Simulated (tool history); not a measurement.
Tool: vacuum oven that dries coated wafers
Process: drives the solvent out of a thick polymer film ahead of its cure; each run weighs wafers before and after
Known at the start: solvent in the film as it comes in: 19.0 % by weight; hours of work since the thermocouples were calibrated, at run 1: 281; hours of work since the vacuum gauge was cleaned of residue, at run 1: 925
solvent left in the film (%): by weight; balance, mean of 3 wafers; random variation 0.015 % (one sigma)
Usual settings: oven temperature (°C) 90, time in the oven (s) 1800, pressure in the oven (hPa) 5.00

| run | hour | oven temperature (°C) | time in the oven (s) | pressure in the oven (hPa) | hours of work since the thermocouples were calibrated | hours of work since the vacuum gauge was cleaned of residue | solvent left in the film (%) |
|---|---|---|---|---|---|---|---|
| 1 | 0.0 | 90 | 1800 | 5.00 | 281 | 925 | 2.65 |
| 2 | 30.0 | 90 | 1800 | 5.00 | 303 | 947 | 2.66 |
| 3 | 88.6 | 90 | 2580 | 5.00 | 345 | 989 | 1.37 |
| 4 | 156.2 | 90 | 2580 | 5.00 | 393 | 1037 | 1.36 |
| 5 | 190.7 | 90 | 2580 | 5.00 | 418 | 1062 | 1.35 |
| 6 | 250.1 | 90 | 2580 | 5.00 | 461 | 1105 | 1.34 |
| 7 | 299.0 | 103 | 2580 | 5.00 | 496 | 1140 | 0.33 |
| 8 | 361.6 | 90 | 1800 | 3.91 | 541 | 1185 | 2.60 |
| 9 | 418.1 | 91 | 1200 | 3.15 | 581 | 1225 | 4.32 |
|  | 425.4 | vacuum gauge cleaned of residue and calibrated |
| 10 | 480.2 | 89 | 1200 | 3.15 | 625 | 39 | 4.87 |
| 11 | 524.1 | 90 | 1800 | 11.73 | 656 | 71 | 2.96 |
| 12 | 560.0 | 77 | 1800 | 18.04 | 682 | 97 | 6.97 |
| 13 | 608.0 | 77 | 1800 | 18.04 | 717 | 131 | 6.92 |
|  | 639.0 | vacuum gauge cleaned of residue and calibrated, once more |
| 14 | 678.7 | 99 | 2340 | 6.27 | 766 | 28 | 0.58 |

Hidden state or all else? Some run-to-run changes of solvent left in the film (%), split into what the settings, what came in and random variation would give without the hidden state, and what is left for the hidden state (with any gauge scatter that isn't in both results):
The hidden state here: true wafer temperature over the reading, C; true pressure over the reading, kPa; drift of the gauge itself on solvent_pct, %.
Run 7 -> 8: oven temperature (°C) 103 -> 90, time in the oven (s) 2580 -> 1800, pressure in the oven (hPa) 5.00 -> 3.91. solvent left in the film (%) +2.27: hidden state -0.09, all else +2.36.
Run 13 -> 14: oven temperature (°C) 77 -> 99, time in the oven (s) 1800 -> 2340, pressure in the oven (hPa) 18.04 -> 6.27, vacuum gauge cleaned of residue and calibrated, once more. solvent left in the film (%) -6.34: hidden state +0.01, all else -6.35.
